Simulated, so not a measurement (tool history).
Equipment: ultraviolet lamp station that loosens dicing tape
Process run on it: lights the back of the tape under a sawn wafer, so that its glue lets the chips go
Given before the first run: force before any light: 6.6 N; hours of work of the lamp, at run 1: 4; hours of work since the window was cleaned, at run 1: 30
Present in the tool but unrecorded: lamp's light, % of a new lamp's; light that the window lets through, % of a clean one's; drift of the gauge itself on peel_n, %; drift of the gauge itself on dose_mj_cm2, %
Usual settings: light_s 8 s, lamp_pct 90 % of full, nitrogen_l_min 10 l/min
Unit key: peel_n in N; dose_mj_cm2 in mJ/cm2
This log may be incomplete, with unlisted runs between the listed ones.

run   hour  light_s  lamp_pct  nitrogen_l_min  hours of work of the lamp  hours of work since the window was cleaned  peel_n  dose_mj_cm2
  1    0.0        8        90              10                          4                                          30   0.469          575
  2   17.1        8        90              10                         16                                          42   0.476          561
  3   46.1        8        90               4                         38                                          63   0.715          555
  4   74.6        8        90               4                         58                                          84   0.721          551
  5   87.4        8        90               5                         68                                          94   0.674          548
  6  114.1        8        90              10                         87                                         113   0.526          542
  7  128.0        8        90              10                         97                                         123   0.537          537
  8  153.3        8        90              10                        116                                         142   0.507          531
  9  177.8        8        96               5                        134                                         159   0.633          557
 10  195.4        8        68               5                        146                                         172   1.193          391
 11  211.3       10        90              10                        158                                         184   0.394          639
 12  233.0        4        90              12                        174                                         200   1.698          257
 13  262.0        8        87              16                        195                                         221   0.545          487
 14  286.3        8        87              16                        213                                         238   0.542          483

Forecast each of these 3 alternatives for the next run:
     295.0  -- window cleaned of glue's vapour
  A  300.9        8        87              18                        223                                           4       ?            ?
     295.0  -- window cleaned of glue's vapour
  B  300.9        8        90               5                        223                                           4       ?            ?
     295.0  -- window cleaned of glue's vapour
  C  300.9        8        87              12                        223                                           4       ?            ?

run  peel_n  dose_mj_cm2
  A   0.433          544
  B   0.633          553
  C   0.491          539
Had the tool no hidden state, the same runs would have come out as:
run  peel_n  dose_mj_cm2
  A   0.406          564
  B   0.592          574
  C   0.460          559
